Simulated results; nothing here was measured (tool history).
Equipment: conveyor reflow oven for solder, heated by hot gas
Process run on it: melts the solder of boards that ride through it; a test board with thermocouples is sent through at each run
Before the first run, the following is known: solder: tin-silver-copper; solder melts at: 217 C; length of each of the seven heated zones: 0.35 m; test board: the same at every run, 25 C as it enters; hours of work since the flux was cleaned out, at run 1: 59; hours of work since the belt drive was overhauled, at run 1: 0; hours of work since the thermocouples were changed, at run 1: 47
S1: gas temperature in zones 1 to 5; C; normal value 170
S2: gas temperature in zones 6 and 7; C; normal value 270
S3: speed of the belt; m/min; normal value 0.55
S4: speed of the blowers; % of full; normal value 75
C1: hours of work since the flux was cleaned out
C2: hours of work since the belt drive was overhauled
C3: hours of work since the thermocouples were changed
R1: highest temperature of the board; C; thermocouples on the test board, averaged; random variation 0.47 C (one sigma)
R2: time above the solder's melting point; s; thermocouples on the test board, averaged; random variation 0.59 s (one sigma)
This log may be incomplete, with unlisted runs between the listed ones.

| run | hour | S1 | S2 | S3 | S4 | C1 | C2 | C3 | R1 | R2 |
|---|---|---|---|---|---|---|---|---|---|---|
| 1 | 0 | 170 | 270 | 0.55 | 75 | 59 | 0 | 47 | 250.3 | 52.9 |
| 2 | 15.1 | 170 | 270 | 0.55 | 75 | 66 | 7 | 53 | 249.5 | 54 |
| 3 | 24.6 | 170 | 270 | 0.55 | 83 | 70 | 11 | 58 | 251.7 | 54.3 |
| 4 | 37.1 | 170 | 270 | 0.55 | 75 | 76 | 16 | 63 | 249.2 | 52.7 |
| 5 | 47.6 | 170 | 270 | 0.55 | 57 | 80 | 21 | 68 | 243 | 44.6 |
| 6 | 63.7 | 170 | 270 | 0.478 | 75 | 87 | 28 | 75 | 254.8 | 65.4 |
| 7 | 71.2 | 170 | 270 | 0.55 | 75 | 90 | 31 | 78 | 249.1 | 53.8 |
| 8 | 85.2 | 170 | 270 | 0.55 | 58 | 96 | 37 | 84 | 244.6 | 46.6 |
| 9 | 98.2 | 170 | 270 | 0.55 | 58 | 102 | 43 | 90 | 243.7 | 45.9 |
| 10 | 112 | 170 | 270 | 0.55 | 58 | 108 | 49 | 96 | 244 | 45.5 |
| 11 | 123.2 | 170 | 283 | 0.55 | 75 | 113 | 54 | 101 | 260.7 | 60.6 |
| 12 | 133 | 170 | 276 | 0.55 | 75 | 117 | 58 | 105 | 254.2 | 55.1 |
| 13 | 144 | 170 | 270 | 0.55 | 75 | 122 | 63 | 110 | 249.1 | 52.9 |
| 14 | 152.4 | 170 | 270 | 0.55 | 75 | 126 | 66 | 113 | 248.7 | 51.7 |
| 15 | 161 | 170 | 270 | 0.55 | 75 | 129 | 70 | 117 | 248.6 | 51.2 |
| 16 | 175.3 | 170 | 270 | 0.55 | 75 | 136 | 76 | 123 | 248.2 | 51.5 |
| 17 | 190.3 | 170 | 270 | 0.55 | 75 | 142 | 83 | 130 | 249.7 | 52.1 |
| 18 | 203.8 | 167 | 275 | 0.55 | 75 | 148 | 89 | 136 | 252.5 | 53.8 |
| 19 | 219.4 | 167 | 275 | 0.55 | 75 | 155 | 95 | 142 | 252.1 | 54.4 |
| 20 | 227.2 | 183 | 270 | 0.55 | 54 | 158 | 99 | 146 | 244.6 | 51.6 |
| 21 | 240.7 | 169 | 284 | 0.55 | 85 | 164 | 105 | 152 | 263 | 61.4 |
| 22 | 256.4 | 161 | 284 | 0.55 | 85 | 171 | 111 | 158 | 261.9 | 58.5 |
| 23 | 269.3 | 161 | 284 | 0.55 | 85 | 176 | 117 | 164 | 261.5 | 57.7 |
| 24 | 278 | 170 | 277 | 0.579 | 75 | 180 | 121 | 168 | 252.9 | 51.4 |
| 25 | 293.8 | 170 | 277 | 0.579 | 75 | 187 | 128 | 175 | 252.7 | 52.7 |
| 26 | 305.9 | 170 | 277 | 0.579 | 75 | 192 | 133 | 180 | 251.9 | 51.6 |
| 27 | 317.1 | 170 | 277 | 0.579 | 75 | 197 | 138 | 185 | 252.8 | 50.7 |
| 28 | 327.5 | 170 | 277 | 0.652 | 82 | 202 | 142 | 189 | 249 | 43.3 |
| 29 | 340.5 | 156 | 269 | 0.548 | 80 | 207 | 148 | 195 | 245.7 | 46 |
| 30 | 354.7 | 156 | 274 | 0.588 | 75 | 214 | 154 | 201 | 245.8 | 41.8 |
| 31 | 369.4 | 185 | 270 | 0.444 | 75 | 220 | 161 | 208 | 257.5 | 79.8 |
| 32 | 385.4 | 177 | 260 | 0.518 | 88 | 227 | 168 | 215 | 247 | 57.5 |

Each run again, without the hidden state but with its own random variation kept:
Hidden state at play: heat that the gas passes to the board, % of a clean oven's; belt's true speed, % of the reading; true gas temperature in zones 6 and 7 over the reading, C; drift of the gauge itself on peak_c, C; drift of the gauge itself on liquid_s, %.
| run | R1 | R2 |
|---|---|---|
| 1 | 251 | 53.6 |
| 2 | 250.2 | 54.8 |
| 3 | 252.5 | 55.1 |
| 4 | 250.1 | 53.6 |
| 5 | 243.9 | 45.7 |
| 6 | 255.6 | 66.3 |
| 7 | 250.1 | 54.8 |
| 8 | 245.6 | 47.8 |
| 9 | 244.8 | 47.2 |
| 10 | 245.1 | 46.8 |
| 11 | 262 | 61.5 |
| 12 | 255.5 | 56.2 |
| 13 | 250.4 | 54.2 |
| 14 | 250 | 53 |
| 15 | 249.9 | 52.6 |
| 16 | 249.7 | 52.9 |
| 17 | 251.2 | 53.6 |
| 18 | 254.2 | 55.2 |
| 19 | 253.8 | 55.9 |
| 20 | 246 | 53.2 |
| 21 | 264.9 | 62.6 |
| 22 | 264 | 59.9 |
| 23 | 263.7 | 59.1 |
| 24 | 254.9 | 53.1 |
| 25 | 254.8 | 54.5 |
| 26 | 254.1 | 53.4 |
| 27 | 255 | 52.6 |
| 28 | 251.6 | 45.4 |
| 29 | 248.1 | 48.5 |
| 30 | 248.4 | 44.3 |
| 31 | 259.2 | 81 |
| 32 | 248.9 | 59.7 |
